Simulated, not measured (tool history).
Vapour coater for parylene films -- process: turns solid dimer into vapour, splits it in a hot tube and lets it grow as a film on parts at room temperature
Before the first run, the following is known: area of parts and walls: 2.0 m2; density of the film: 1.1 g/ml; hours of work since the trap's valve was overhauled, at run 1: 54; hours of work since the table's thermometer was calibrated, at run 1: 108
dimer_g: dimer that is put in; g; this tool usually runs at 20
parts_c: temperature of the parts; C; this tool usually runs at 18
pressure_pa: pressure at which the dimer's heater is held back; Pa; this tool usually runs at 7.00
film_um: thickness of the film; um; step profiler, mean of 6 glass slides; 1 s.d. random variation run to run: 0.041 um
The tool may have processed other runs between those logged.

run     day  dimer_g  parts_c  pressure_pa  hours of work since the trap's valve was overhauled  hours of work since the table's thermometer was calibrated  film_um
  1   0.000       20       18         7.00                                                   54                                                         108     4.39
  2   0.671       20       18         7.00                                                   67                                                         121     4.36
  3   1.071       20       18         7.00                                                   75                                                         129     4.41
  4   1.829       20       18         7.00                                                   89                                                         144     4.45
  5   2.204       20       18        11.27                                                   97                                                         151     4.28
  6   2.975       20       18        11.27                                                  112                                                         166     4.23
  7   3.508       20       18        11.27                                                  122                                                         177     4.24
  8   4.188       20       18         7.00                                                  135                                                         190     4.41
  9   4.829       20       18         3.66                                                  148                                                         203     4.62
 10   5.375       20       18         3.66                                                  159                                                         213     4.59
 11   6.192       20       18         3.66                                                  175                                                         229     4.56
 12   6.642       20       29         7.00                                                  183                                                         238     2.86
 13   7.417       20       29         7.00                                                  199                                                         253     2.85
 14   8.033       20       29         7.00                                                  211                                                         265     2.83
 15   8.583       23       26         8.35                                                  221                                                         276     3.64
 16   9.067       25       28        11.77                                                  231                                                         285     3.61
 17   9.567       10       23         7.00                                                  241                                                         295     1.78
 18  10.008       14       13         7.00                                                  249                                                         304     3.81
 19  10.367       14       24        10.38                                                  256                                                         311     2.38
 20  10.800       21       29         3.86                                                  265                                                         319     3.10
 21  11.454       21       29         3.86                                                  277                                                         332     3.11
 22  11.879       21       29         3.86                                                  286                                                         340     3.09
 23  12.308       20       11         9.35                                                  294                                                         349     5.71
 24  12.654       21       19         5.93                                                  301                                                         355     4.48
 25  13.504       23       13         7.00                                                  317                                                         372     6.19
 26  14.221       20       13         7.00                                                  331                                                         386     5.39
 27  14.879       20       13         7.00                                                  344                                                         399     5.34

Consider 5 possible next runs. They are alternatives, not a sequence: every one starts from the tool as it was left by run 27. What does each give?
  A  15.421       25       18         7.00                                                  355                                                         409        ?
  B  15.421       21       18         7.00                                                  355                                                         409        ?
  C  15.421        9       18         7.00                                                  355                                                         409        ?
  D  15.421       26       18         9.97                                                  355                                                         409        ?
  E  15.421       20       12         3.29                                                  355                                                         409        ?

run  film_um
  A     5.49
  B     4.64
  C     1.99
  D     5.56
  E     5.87
Without the tool's hidden state the same runs would have given:
run  film_um
  A     5.51
  B     4.66
  C     2.00
  D     5.58
  E     5.90
